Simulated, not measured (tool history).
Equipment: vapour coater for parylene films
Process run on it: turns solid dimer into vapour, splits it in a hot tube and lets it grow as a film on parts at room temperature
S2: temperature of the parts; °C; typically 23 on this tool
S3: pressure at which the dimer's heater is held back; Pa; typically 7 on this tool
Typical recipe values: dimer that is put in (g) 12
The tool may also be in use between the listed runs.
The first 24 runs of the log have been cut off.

Run 25, hour 276.3: usual settings but dimer that is put in (g) 8, S2 20 °C, S3 2.51 Pa. Result: thickness of the film (nm) 5940.
Run 26, hour 286.4: usual settings but dimer that is put in (g) 17, S3 3.72 Pa. Result: thickness of the film (nm) 11140.
Run 27, hour 297.1: usual settings but dimer that is put in (g) 17, S3 3.72 Pa. Result: thickness of the film (nm) 11160.
Run 28, hour 306.3: usual settings but dimer that is put in (g) 17, S2 28 °C, S3 3.32 Pa. Result: thickness of the film (nm) 9440.
Run 29, hour 320.2: usual settings but dimer that is put in (g) 17, S2 28 °C, S3 3.32 Pa. Result: thickness of the film (nm) 9410.
Run 30, hour 333.5: usual settings but dimer that is put in (g) 14, S2 25 °C, S3 10.76 Pa. Result: thickness of the film (nm) 7980.
Run 31, hour 345.6: usual settings. Result: thickness of the film (nm) 7520.
Run 32, hour 352.9: usual settings. Result: thickness of the film (nm) 7480.
Run 33, hour 365.9: usual settings but S2 25 °C, S3 2.81 Pa. Result: thickness of the film (nm) 7360.
Run 34, hour 374.3: usual settings but dimer that is put in (g) 16, S2 24 °C, S3 2.79 Pa. Result: thickness of the film (nm) 10280.
Run 35, hour 382.6: usual settings but dimer that is put in (g) 16, S2 25 °C, S3 6.34 Pa. Result: thickness of the film (nm) 9350.
Run 36, hour 394.9: usual settings but dimer that is put in (g) 15, S2 19 °C, S3 5.88 Pa. Result: thickness of the film (nm) 10870.
Run 37, hour 406.8: usual settings but dimer that is put in (g) 15. Result: thickness of the film (nm) 9310.
Run 38, hour 418: usual settings but S2 16 °C, S3 11.3 Pa. Result: thickness of the film (nm) 9270.
Run 39, hour 428.5: usual settings but S2 16 °C, S3 11.3 Pa. Result: thickness of the film (nm) 9250.
Run 40, hour 441.9: usual settings but S2 25 °C, S3 2.31 Pa. Result: thickness of the film (nm) 7460.
Run 41, hour 451.4: usual settings but S3 9.13 Pa. Result: thickness of the film (nm) 7310.
Run 42, hour 463: usual settings but dimer that is put in (g) 6, S3 6.53 Pa. Result: thickness of the film (nm) 3770.
Run 43, hour 475.4: usual settings but dimer that is put in (g) 6, S3 6.53 Pa. Result: thickness of the film (nm) 3730.
Run 44, hour 483: usual settings but dimer that is put in (g) 15, S2 20 °C, S3 6.53 Pa. Result: thickness of the film (nm) 10340.
Run 45, hour 493: usual settings but dimer that is put in (g) 15, S2 20 °C, S3 6.53 Pa. Result: thickness of the film (nm) 10310.
Run 46, hour 499.8: usual settings but dimer that is put in (g) 15, S2 20 °C, S3 6.53 Pa. Result: thickness of the film (nm) 10310.
Run 47, hour 511.9: usual settings but dimer that is put in (g) 15, S2 20 °C, S3 6.53 Pa. Result: thickness of the film (nm) 10400.

Branching from run 47: 3 alternative next runs. What would each branch give?
Run A, hour 518.6: usual settings but dimer that is put in (g) 6, S2 24 °C, S3 9.28 Pa. Result: thickness of the film (nm) ?.
Run B, hour 518.6: usual settings but dimer that is put in (g) 6, S3 9.09 Pa. Result: thickness of the film (nm) ?.
Run C, hour 518.6: usual settings but S2 21 °C. Result: thickness of the film (nm) ?.

run  thickness of the film (nm)
  A                        3540
  B                        3650
  C                        7930
Without the tool's hidden state the same runs would have given:
run  thickness of the film (nm)
  A                        3650
  B                        3760
  C                        8170
